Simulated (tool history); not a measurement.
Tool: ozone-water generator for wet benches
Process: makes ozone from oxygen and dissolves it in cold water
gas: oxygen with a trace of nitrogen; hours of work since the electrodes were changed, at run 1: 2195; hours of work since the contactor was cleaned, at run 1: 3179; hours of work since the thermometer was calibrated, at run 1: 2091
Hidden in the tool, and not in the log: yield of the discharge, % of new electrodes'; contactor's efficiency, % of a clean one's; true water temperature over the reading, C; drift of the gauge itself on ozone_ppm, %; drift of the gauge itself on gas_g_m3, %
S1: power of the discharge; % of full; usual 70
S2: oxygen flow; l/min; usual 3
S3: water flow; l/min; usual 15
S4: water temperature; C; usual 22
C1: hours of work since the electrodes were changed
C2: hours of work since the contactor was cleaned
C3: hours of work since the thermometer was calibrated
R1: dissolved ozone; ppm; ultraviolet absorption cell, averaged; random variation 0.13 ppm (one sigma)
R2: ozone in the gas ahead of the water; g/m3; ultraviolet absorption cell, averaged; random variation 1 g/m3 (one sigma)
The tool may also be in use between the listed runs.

run,hour,S1,S2,S3,S4,C1,C2,C3,R1,R2
1,0,70,3,15,22,2195,3179,2091,12,171.1
2,55.2,70,3,15,22,2249,3233,2145,12.2,171.3
3,121.7,70,3,15,22,2314,3298,2210,12.1,172.5
4,190.7,70,3,15,22,2381,3366,2277,12,170.4
5,243.4,70,3,15,22,2433,3417,2329,12.1,169.7
6,309.5,70,3,15,22,2497,3482,2393,12.1,167.7
7,358,70,5.23,15,22,2545,3530,2441,12.4,133.3
8,419.9,70,5.23,15,22,2606,3590,2502,12.4,132.1
9,457.8,70,5.23,15,22,2643,3627,2539,12.5,134.3
10,529.4,70,5.23,15,22,2713,3697,2609,12.3,133.4
# hour 573: water thermometer calibrated
11,592.6,70,5.23,15,22,2774,3759,19,12.6,133.8
12,669.5,70,5.23,15,22,2849,3834,94,12.2,134
13,707.9,70,3,15,22,2887,3872,132,11.9,170.3
14,771.3,70,3,15,22,2949,3934,194,11.8,169
15,810.5,70,3,15,22,2987,3972,232,11.9,169.3
16,852.4,64,1.63,15,22,3028,4013,273,9.7,203.2
17,927.8,70,3,15,29,3102,4087,347,10.7,169
18,1011.2,70,3,15,29,3184,4168,429,10.6,167.4
19,1051.1,70,2.96,13,22,3223,4207,468,13.6,168.2
20,1126.7,70,2.96,13,23,3297,4281,542,13.2,168.7
21,1170.6,70,2.96,13,23,3340,4324,585,13.2,167
22,1223.5,70,2.96,14,19,3391,4376,637,13,167
23,1264.3,70,2.93,17,22,3431,4416,676,10.3,170.1
24,1327.6,70,1.99,12,22,3493,4478,738,13.6,199.2
25,1368.2,82,3.56,12,22,3533,4518,778,16.4,175.8
26,1411.7,44,3.56,12,26,3576,4560,821,9.2,104.1
27,1469.1,49,4.67,15,27,3632,4616,877,8.2,100.4

Hidden state or all else? Some run-to-run changes of R1, split into what the settings, what came in and random variation would give without the hidden state, and what is left for the hidden state (with any gauge scatter that isn't in both results):
Run 23 -> 24: S2 2.93 -> 1.99, S3 17 -> 12. R1 +3.3 ppm: hidden state -0.4, all else +3.7.
Run 24 -> 25: S1 70 -> 82, S2 1.99 -> 3.56. R1 +2.8 ppm: hidden state -0.5, all else +3.3.
Run 25 -> 26: S1 82 -> 44, S4 22 -> 26. R1 -7.2 ppm: hidden state +1.4, all else -8.6.
